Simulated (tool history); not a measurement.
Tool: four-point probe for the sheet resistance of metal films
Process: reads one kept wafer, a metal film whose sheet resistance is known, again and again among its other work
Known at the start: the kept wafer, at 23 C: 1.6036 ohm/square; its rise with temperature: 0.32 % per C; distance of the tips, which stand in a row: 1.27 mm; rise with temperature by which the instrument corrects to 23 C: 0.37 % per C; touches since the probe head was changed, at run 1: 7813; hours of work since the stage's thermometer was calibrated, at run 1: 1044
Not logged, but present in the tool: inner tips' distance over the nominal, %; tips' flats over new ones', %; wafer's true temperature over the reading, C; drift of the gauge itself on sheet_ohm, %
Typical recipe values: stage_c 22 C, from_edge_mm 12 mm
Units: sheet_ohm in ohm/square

run	hour	stage_c	from_edge_mm	touches since the probe head was changed	hours of work since the stage's thermometer was calibrated	sheet_ohm
1	0	22	12	7813	1044	1.615002
2	43.4	22	12	9455	1074	1.615507
3	73.6	22	12	10596	1095	1.615582
4	117.6	22	12	12258	1126	1.614508
5	153.9	22	22	13630	1151	1.608525
6	199.9	22	22	15367	1183	1.60865
7	250.9	22	22	17297	1218	1.608453
8	281.2	22	22	18440	1239	1.60875
9	330.2	22	8	20294	1274	1.627883
# hour 352.9: stage's thermometer calibrated
10	352.9	22	8	21132	0	1.627544
11	380.7	22	8	22183	19	1.6281
12	418.7	22	12	23618	46	1.615645
13	465	22	32	25368	78	1.608309
14	502.7	22	4	26793	104	1.689568
15	543.7	22	4	28344	133	1.689231
16	567.4	22	4	29238	149	1.689925
# hour 609.6: stage's thermometer calibrated, once more
17	613.4	23	12	30957	3	1.615174
18	651.8	23	12	32411	29	1.614362
19	689	23	12	33816	55	1.614417
20	734.5	26	12	35535	87	1.612717

Run 21 has not been measured yet. What should we expect?
21	779.2	33	12	37223	118	?

Logged for run 21: sheet_ohm 1.60788 ohm/square.
Take away the tool's hidden state, keep the run-to-run variation as it was, and the same run would have given sheet_ohm 1.606174 ohm/square.

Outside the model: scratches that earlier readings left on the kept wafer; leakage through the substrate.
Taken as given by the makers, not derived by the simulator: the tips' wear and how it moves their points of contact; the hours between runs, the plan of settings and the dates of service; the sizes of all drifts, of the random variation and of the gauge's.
